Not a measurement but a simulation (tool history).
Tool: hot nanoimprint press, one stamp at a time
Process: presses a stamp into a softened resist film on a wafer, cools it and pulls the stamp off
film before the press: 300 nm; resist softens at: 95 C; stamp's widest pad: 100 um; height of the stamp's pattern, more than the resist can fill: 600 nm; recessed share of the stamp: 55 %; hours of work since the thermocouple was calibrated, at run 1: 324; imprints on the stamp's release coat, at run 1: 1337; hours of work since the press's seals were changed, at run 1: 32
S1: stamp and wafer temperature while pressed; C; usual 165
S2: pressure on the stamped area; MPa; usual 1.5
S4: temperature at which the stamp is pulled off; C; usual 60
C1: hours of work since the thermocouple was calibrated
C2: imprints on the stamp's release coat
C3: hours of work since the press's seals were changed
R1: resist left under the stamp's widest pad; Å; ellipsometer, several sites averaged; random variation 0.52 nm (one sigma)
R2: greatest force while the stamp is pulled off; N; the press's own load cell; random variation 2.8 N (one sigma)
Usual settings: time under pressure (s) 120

{"run": 1, "hour": 0.0, "S1": 165, "S2": 1.5, "time under pressure (s)": 120, "S4": 60, "C1": 324, "C2": 1337, "C3": 32, "R1": 1468, "R2": 169}
{"run": 2, "hour": 8.2, "S1": 165, "S2": 1.5, "time under pressure (s)": 120, "S4": 60, "C1": 328, "C2": 1373, "C3": 37, "R1": 1475, "R2": 171}
{"run": 3, "hour": 16.4, "S1": 165, "S2": 1.5, "time under pressure (s)": 120, "S4": 60, "C1": 333, "C2": 1408, "C3": 41, "R1": 1475, "R2": 174}
{"run": 4, "hour": 23.0, "S1": 165, "S2": 1.5, "time under pressure (s)": 120, "S4": 60, "C1": 337, "C2": 1437, "C3": 45, "R1": 1463, "R2": 172}
{"run": 5, "hour": 29.3, "S1": 165, "S2": 1.5, "time under pressure (s)": 120, "S4": 60, "C1": 340, "C2": 1464, "C3": 48, "R1": 1473, "R2": 173}
{"run": 6, "hour": 34.0, "S1": 165, "S2": 1.02, "time under pressure (s)": 120, "S4": 60, "C1": 343, "C2": 1485, "C3": 51, "R1": 1705, "R2": 178}
{"run": 7, "hour": 41.5, "S1": 165, "S2": 1.5, "time under pressure (s)": 120, "S4": 57, "C1": 347, "C2": 1517, "C3": 55, "R1": 1479, "R2": 193}
{"run": 8, "hour": 47.9, "S1": 165, "S2": 1.5, "time under pressure (s)": 120, "S4": 57, "C1": 350, "C2": 1545, "C3": 59, "R1": 1472, "R2": 198}
{"run": 9, "hour": 53.3, "S1": 165, "S2": 1.85, "time under pressure (s)": 120, "S4": 57, "C1": 353, "C2": 1568, "C3": 62, "R1": 1353, "R2": 196}
{"run": 10, "hour": 61.0, "S1": 165, "S2": 1.5, "time under pressure (s)": 120, "S4": 60, "C1": 358, "C2": 1602, "C3": 66, "R1": 1468, "R2": 187}
{"hour": 70.8, "done": "stamp cleaned and given a new release coat"}
{"run": 11, "hour": 71.6, "S1": 165, "S2": 1.5, "time under pressure (s)": 120, "S4": 60, "C1": 360, "C2": 4, "C3": 68, "R1": 1481, "R2": 131}
{"run": 12, "hour": 76.6, "S1": 159, "S2": 1.5, "time under pressure (s)": 120, "S4": 60, "C1": 363, "C2": 25, "C3": 71, "R1": 1756, "R2": 130}
{"run": 13, "hour": 85.4, "S1": 159, "S2": 1.5, "time under pressure (s)": 103, "S4": 60, "C1": 368, "C2": 64, "C3": 76, "R1": 1848, "R2": 136}
{"run": 14, "hour": 95.4, "S1": 159, "S2": 1.5, "time under pressure (s)": 103, "S4": 60, "C1": 373, "C2": 107, "C3": 81, "R1": 1855, "R2": 137}
{"run": 15, "hour": 102.2, "S1": 159, "S2": 1.5, "time under pressure (s)": 103, "S4": 64, "C1": 377, "C2": 136, "C3": 85, "R1": 1853, "R2": 123}
{"run": 16, "hour": 111.7, "S1": 177, "S2": 1.5, "time under pressure (s)": 103, "S4": 50, "C1": 382, "C2": 178, "C3": 90, "R1": 1094, "R2": 183}
{"run": 17, "hour": 118.8, "S1": 168, "S2": 0.96, "time under pressure (s)": 218, "S4": 51, "C1": 386, "C2": 209, "C3": 94, "R1": 1290, "R2": 169}
{"run": 18, "hour": 127.5, "S1": 165, "S2": 1.5, "time under pressure (s)": 221, "S4": 60, "C1": 391, "C2": 246, "C3": 99, "R1": 1168, "R2": 141}
{"run": 19, "hour": 136.5, "S1": 169, "S2": 1.04, "time under pressure (s)": 95, "S4": 67, "C1": 396, "C2": 286, "C3": 104, "R1": 1649, "R2": 117}
{"run": 20, "hour": 141.8, "S1": 166, "S2": 1.04, "time under pressure (s)": 120, "S4": 56, "C1": 399, "C2": 308, "C3": 107, "R1": 1656, "R2": 154}
{"run": 21, "hour": 148.4, "S1": 163, "S2": 1.04, "time under pressure (s)": 120, "S4": 59, "C1": 402, "C2": 337, "C3": 111, "R1": 1800, "R2": 144}
{"run": 22, "hour": 157.1, "S1": 176, "S2": 1.5, "time under pressure (s)": 92, "S4": 55, "C1": 407, "C2": 375, "C3": 115, "R1": 1181, "R2": 162}
{"run": 23, "hour": 163.6, "S1": 161, "S2": 1.26, "time under pressure (s)": 92, "S4": 45, "C1": 411, "C2": 403, "C3": 119, "R1": 1929, "R2": 205}
{"run": 24, "hour": 170.9, "S1": 165, "S2": 1.33, "time under pressure (s)": 120, "S4": 60, "C1": 415, "C2": 435, "C3": 123, "R1": 1558, "R2": 145}
{"run": 25, "hour": 179.8, "S1": 165, "S2": 1.33, "time under pressure (s)": 120, "S4": 60, "C1": 420, "C2": 473, "C3": 128, "R1": 1552, "R2": 148}
{"run": 26, "hour": 185.6, "S1": 155, "S2": 1.37, "time under pressure (s)": 120, "S4": 60, "C1": 423, "C2": 498, "C3": 131, "R1": 2043, "R2": 147}
{"run": 27, "hour": 195.8, "S1": 155, "S2": 1.37, "time under pressure (s)": 120, "S4": 60, "C1": 428, "C2": 542, "C3": 137, "R1": 2034, "R2": 151}
{"run": 28, "hour": 201.6, "S1": 155, "S2": 1.37, "time under pressure (s)": 120, "S4": 60, "C1": 432, "C2": 568, "C3": 140, "R1": 2044, "R2": 154}
{"run": 29, "hour": 206.3, "S1": 155, "S2": 2.38, "time under pressure (s)": 120, "S4": 60, "C1": 434, "C2": 588, "C3": 143, "R1": 1700, "R2": 149}

Measured less the same run without the tool's hidden state. The same run-to-run variation is in both; the gauge's scatter may not be:
The hidden state here: true temperature over the reading, C; pressure that arrives at the usual setting, %; grip of the stamp's worn release coat, % over a new coat's; drift of the gauge itself on residual_nm, %; drift of the gauge itself on pull_off_n, %.
run=1 R1=+23 R2=+42
run=2 R1=+23 R2=+44
run=3 R1=+24 R2=+45
run=4 R1=+25 R2=+45
run=5 R1=+25 R2=+46
run=6 R1=+25 R2=+48
run=7 R1=+26 R2=+52
run=8 R1=+27 R2=+54
run=9 R1=+27 R2=+54
run=10 R1=+28 R2=+53
run=11 R1=+28 R2=+2
run=12 R1=+32 R2=+3
run=13 R1=+32 R2=+4
run=14 R1=+33 R2=+5
run=15 R1=+34 R2=+5
run=16 R1=+22 R2=+9
run=17 R1=+27 R2=+10
run=18 R1=+28 R2=+10
run=19 R1=+30 R2=+9
run=20 R1=+32 R2=+13
run=21 R1=+34 R2=+13
run=22 R1=+27 R2=+15
run=23 R1=+37 R2=+20
run=24 R1=+36 R2=+16
run=25 R1=+36 R2=+17
run=26 R1=+42 R2=+17
run=27 R1=+42 R2=+19
run=28 R1=+43 R2=+20
run=29 R1=+50 R2=+20
